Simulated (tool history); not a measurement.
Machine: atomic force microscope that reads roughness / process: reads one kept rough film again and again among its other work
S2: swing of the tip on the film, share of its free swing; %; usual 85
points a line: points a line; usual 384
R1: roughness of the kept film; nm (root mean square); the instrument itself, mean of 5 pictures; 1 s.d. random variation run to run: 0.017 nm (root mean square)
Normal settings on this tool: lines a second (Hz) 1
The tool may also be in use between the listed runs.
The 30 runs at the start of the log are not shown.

{"run": 31, "hour": 458.0, "lines a second (Hz)": 0.54, "S2": 60, "points a line": 384, "R1": 4.013}
{"run": 32, "hour": 472.9, "lines a second (Hz)": 1, "S2": 79, "points a line": 655, "R1": 3.711}
{"hour": 481.5, "done": "new tip fitted"}
{"run": 33, "hour": 485.1, "lines a second (Hz)": 1, "S2": 79, "points a line": 655, "R1": 4.369}
{"run": 34, "hour": 500.6, "lines a second (Hz)": 1, "S2": 79, "points a line": 655, "R1": 4.237}
{"run": 35, "hour": 508.5, "lines a second (Hz)": 1, "S2": 76, "points a line": 384, "R1": 4.203}
{"run": 36, "hour": 519.3, "lines a second (Hz)": 1, "S2": 76, "points a line": 384, "R1": 4.202}
{"run": 37, "hour": 533.1, "lines a second (Hz)": 0.8, "S2": 82, "points a line": 993, "R1": 4.065}
{"run": 38, "hour": 552.1, "lines a second (Hz)": 0.91, "S2": 61, "points a line": 384, "R1": 4.162}
{"run": 39, "hour": 568.2, "lines a second (Hz)": 0.91, "S2": 61, "points a line": 384, "R1": 4.055}
{"run": 40, "hour": 581.0, "lines a second (Hz)": 0.82, "S2": 55, "points a line": 279, "R1": 4.017}
{"run": 41, "hour": 592.4, "lines a second (Hz)": 0.73, "S2": 69, "points a line": 384, "R1": 3.894}
{"run": 42, "hour": 602.4, "lines a second (Hz)": 0.73, "S2": 69, "points a line": 384, "R1": 3.839}
{"hour": 610.0, "done": "new tip fitted"}
{"run": 43, "hour": 613.8, "lines a second (Hz)": 0.73, "S2": 69, "points a line": 384, "R1": 4.538}
{"run": 44, "hour": 632.7, "lines a second (Hz)": 2.89, "S2": 59, "points a line": 300, "R1": 4.247}
{"run": 45, "hour": 642.5, "lines a second (Hz)": 1, "S2": 76, "points a line": 384, "R1": 4.227}
{"run": 46, "hour": 653.7, "lines a second (Hz)": 2.16, "S2": 62, "points a line": 702, "R1": 4.164}
{"run": 47, "hour": 662.3, "lines a second (Hz)": 2.16, "S2": 62, "points a line": 702, "R1": 4.111}
{"run": 48, "hour": 673.0, "lines a second (Hz)": 1.75, "S2": 71, "points a line": 727, "R1": 3.973}
{"run": 49, "hour": 682.9, "lines a second (Hz)": 1.75, "S2": 71, "points a line": 727, "R1": 3.914}
{"run": 50, "hour": 693.0, "lines a second (Hz)": 1.75, "S2": 71, "points a line": 727, "R1": 3.855}
{"run": 51, "hour": 703.6, "lines a second (Hz)": 1.75, "S2": 71, "points a line": 727, "R1": 3.801}
{"run": 52, "hour": 717.3, "lines a second (Hz)": 1.75, "S2": 71, "points a line": 727, "R1": 3.739}
{"run": 53, "hour": 725.2, "lines a second (Hz)": 3.09, "S2": 71, "points a line": 803, "R1": 3.447}

Alternative continuations, all from the tool just after run 53; predict every row:
{"run": "A", "hour": 733.4, "lines a second (Hz)": 0.96, "S2": 58, "points a line": 384, "R1": "?"}
{"run": "B", "hour": 733.4, "lines a second (Hz)": 3.59, "S2": 57, "points a line": 449, "R1": "?"}
{"run": "C", "hour": 733.4, "lines a second (Hz)": 0.6, "S2": 71, "points a line": 803, "R1": "?"}

run=A R1=3.9
run=B R1=3.693
run=C R1=3.88
Without the tool's hidden state the same runs would have given:
run=A R1=4.613
run=B R1=4.368
run=C R1=4.59

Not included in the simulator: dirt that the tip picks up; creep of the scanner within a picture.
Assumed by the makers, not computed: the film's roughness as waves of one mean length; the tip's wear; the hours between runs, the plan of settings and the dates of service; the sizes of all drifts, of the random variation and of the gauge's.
